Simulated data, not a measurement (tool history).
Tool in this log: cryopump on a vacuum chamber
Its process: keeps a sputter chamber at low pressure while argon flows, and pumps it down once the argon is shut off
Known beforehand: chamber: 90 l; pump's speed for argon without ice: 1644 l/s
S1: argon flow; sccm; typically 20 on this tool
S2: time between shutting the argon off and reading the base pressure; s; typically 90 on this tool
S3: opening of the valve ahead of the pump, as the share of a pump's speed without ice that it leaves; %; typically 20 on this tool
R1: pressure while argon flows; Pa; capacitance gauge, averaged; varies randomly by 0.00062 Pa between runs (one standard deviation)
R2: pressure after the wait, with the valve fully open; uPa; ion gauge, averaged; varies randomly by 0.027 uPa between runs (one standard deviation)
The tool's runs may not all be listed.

run,day,S1,S2,S3,R1,R2
1,0.000,20,90,20,0.1097,3.92
2,0.442,20,90,20,0.1105,4.00
3,0.871,12,90,20,0.0661,4.10
4,1.421,12,119,20,0.0659,3.78
# day 2.054: pump warmed up, emptied and cooled again
5,2.188,12,119,20,0.0619,3.00
6,2.667,12,119,20,0.0616,3.06
7,3.242,20,234,24,0.0857,2.70
8,3.846,20,234,24,0.0857,2.62
9,4.500,20,38,19,0.1089,4.76
10,5.367,30,41,34,0.0920,4.68

Consider 5 possible next runs. They are alternatives, not a sequence: every one starts from the tool as it was left by run 10. What does each give?
A,5.838,30,41,23,?,?
B,5.838,30,40,34,?,?
C,5.838,30,224,34,?,?
D,5.838,15,90,32,?,?
E,5.838,10,41,34,?,?

run,R1,R2
A,0.1344,4.60
B,0.0926,4.72
C,0.0912,2.83
D,0.0478,3.46
E,0.0300,4.51
With the hidden condition removed and each run's random variation left untouched, the same runs would have given:
run,R1,R2
A,0.1331,2.40
B,0.0914,2.48
C,0.0900,0.58
D,0.0472,1.21
E,0.0296,2.33
